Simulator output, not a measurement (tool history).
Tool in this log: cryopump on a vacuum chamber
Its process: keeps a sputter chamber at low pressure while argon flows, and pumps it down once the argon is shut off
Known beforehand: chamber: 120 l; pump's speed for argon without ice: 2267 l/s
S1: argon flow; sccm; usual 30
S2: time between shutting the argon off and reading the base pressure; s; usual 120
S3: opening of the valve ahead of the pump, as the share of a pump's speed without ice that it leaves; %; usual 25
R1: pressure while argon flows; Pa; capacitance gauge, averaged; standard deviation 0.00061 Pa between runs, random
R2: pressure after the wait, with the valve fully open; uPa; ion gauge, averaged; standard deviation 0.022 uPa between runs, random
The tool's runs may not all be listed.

Run 1, day 0: usual settings. Result: R1 0.0954 Pa, R2 0.98 uPa.
Run 2, day 3.288: usual settings but S2 240 s. Result: R1 0.0962 Pa, R2 0.81 uPa.
Run 3, day 6.362: usual settings but S2 240 s. Result: R1 0.0961 Pa, R2 0.8 uPa.
Run 4, day 9.346: usual settings but S3 20 %. Result: R1 0.1183 Pa, R2 1.09 uPa.
Run 5, day 12.283: usual settings but S3 20 %. Result: R1 0.1197 Pa, R2 1.1 uPa.
Run 6, day 14.85: usual settings but S3 20 %. Result: R1 0.1205 Pa, R2 1.07 uPa.
Run 7, day 18.658: usual settings. Result: R1 0.0979 Pa, R2 1.14 uPa.
Run 8, day 22.804: usual settings. Result: R1 0.0994 Pa, R2 1.26 uPa.
Run 9, day 26.762: usual settings but S2 185 s, S3 41 %. Result: R1 0.0651 Pa, R2 1.06 uPa.
Run 10, day 30.004: usual settings but S1 54 sccm, S2 152 s, S3 37 %. Result: R1 0.1285 Pa, R2 1.15 uPa.
Run 11, day 34.254: usual settings but S1 21 sccm, S2 79 s, S3 32 %. Result: R1 0.0574 Pa, R2 1.62 uPa.
At day 36.988: pump warmed up, emptied and cooled again.
Run 12, day 37.275: usual settings but S1 21 sccm, S2 108 s, S3 36 %. Result: R1 0.0439 Pa, R2 1.14 uPa.
Run 13, day 41.696: usual settings but S1 47 sccm. Result: R1 0.1433 Pa, R2 1.15 uPa.

Subtracting, for every run, the result it would have given without the tool's unlogged condition from the measured result gives the following. The same run-to-run variation enters both numbers; the gauge's scatter may not:
Hidden state at play: pump's speed, % of a pump's without ice; cold plate's temperature, K; leak into the chamber, uPa l/s; drift of the gauge itself on working_pa, %; drift of the gauge itself on base_upa, %.
run       R1     R2
  1  +0.0061  +0.36
  2  +0.0066   +0.4
  3   +0.007  +0.41
  4  +0.0075  +0.46
  5   +0.008  +0.47
  6  +0.0085  +0.49
  7  +0.0092  +0.53
  8    +0.01  +0.61
  9  +0.0107  +0.61
 10  +0.0204  +0.65
 11  +0.0086   +0.7
 12  +0.0005  +0.44
 13  +0.0018  +0.48
